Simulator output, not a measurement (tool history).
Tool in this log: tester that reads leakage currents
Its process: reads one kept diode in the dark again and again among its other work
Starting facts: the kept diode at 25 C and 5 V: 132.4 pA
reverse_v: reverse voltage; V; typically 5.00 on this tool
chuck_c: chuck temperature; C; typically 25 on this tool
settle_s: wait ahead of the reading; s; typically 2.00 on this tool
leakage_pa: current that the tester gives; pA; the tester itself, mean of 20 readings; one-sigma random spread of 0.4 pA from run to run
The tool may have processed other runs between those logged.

run    hour  reverse_v  chuck_c  settle_s  leakage_pa
  1     0.0       5.00       25      2.00      132.59
  2   135.3       5.00       25      2.00      131.60
  3   253.8       5.00       25      2.00      130.56
  4   336.1       5.00       25      0.31      130.92
  5   461.0       5.00       25      0.51      129.73
  6   520.3       5.00       25      0.51      128.65
  7   622.5       5.00       25      0.51      127.25
  8   724.7       5.00       25      5.35      125.84
  9   841.4       5.00       25      5.35      125.02
 10   943.0       5.00       25      5.35      124.17
 11  1059.5       5.00       25      5.35      123.90
 12  1121.2       5.00       25      0.50      123.45
     1186.9  -- chuck's temperature calibrated
 13  1204.6       5.00       25      0.50      137.05
 14  1345.8       5.00       25      2.00      134.66
 15  1439.1       5.00       25      2.00      134.81
 16  1534.5       5.00       25      2.00      133.52
 17  1667.6       5.00       25      2.00      132.08
 18  1741.0       5.00       25      2.00      131.61
     1833.6  -- probe card cleaned and baked
 19  1860.9       5.00       25      2.00      125.63
 20  1918.0       5.00       25      2.00      125.37
 21  2026.4       1.87       38      3.30      227.32
 22  2113.2       1.87       38      3.30      227.55
 23  2194.0       5.00       48      7.73      882.97
 24  2332.3       5.00       25      4.53      121.82
 25  2414.4       5.00       25      4.53      120.73
 26  2492.4       5.00       40      2.00      450.56
 27  2626.4       8.04       37      0.47      453.20
 28  2705.4       8.04       37      0.47      453.47
 29  2793.3       8.04       37      0.47      449.55
     2854.2  -- chuck's temperature calibrated
 30  2857.1       6.22       22      1.93      114.50
 31  2977.8       6.22       22      1.93      112.97
 32  3105.8       9.50       25      2.00      187.56
 33  3166.5       5.79       53      0.62     1482.68
 34  3240.7       1.68       31      2.62      119.22
 35  3311.6       1.68       31      2.62      118.89
 36  3445.9       2.65       45      0.31      497.29
 37  3552.2       2.65       45      0.31      493.82
 38  3633.9       2.65       45      0.31      491.59
 39  3734.4       2.65       45      0.31      491.22
 40  3823.1       4.62       43      3.94      561.00

Below are 4 alternative next runs, each starting from the tool's condition after run 40. Predict each:
  A  3936.5      14.80       43      3.94           ?
  B  3936.5       5.00       40      0.43           ?
  C  3936.5       5.87       27      5.11           ?
  D  3936.5       1.41       25      5.35           ?

run  leakage_pa
  A     1072.44
  B      455.74
  C      161.05
  D       60.31
Without the tool's hidden state the same runs would have given:
run  leakage_pa
  A     1161.93
  B      495.52
  C      173.73
  D       65.73
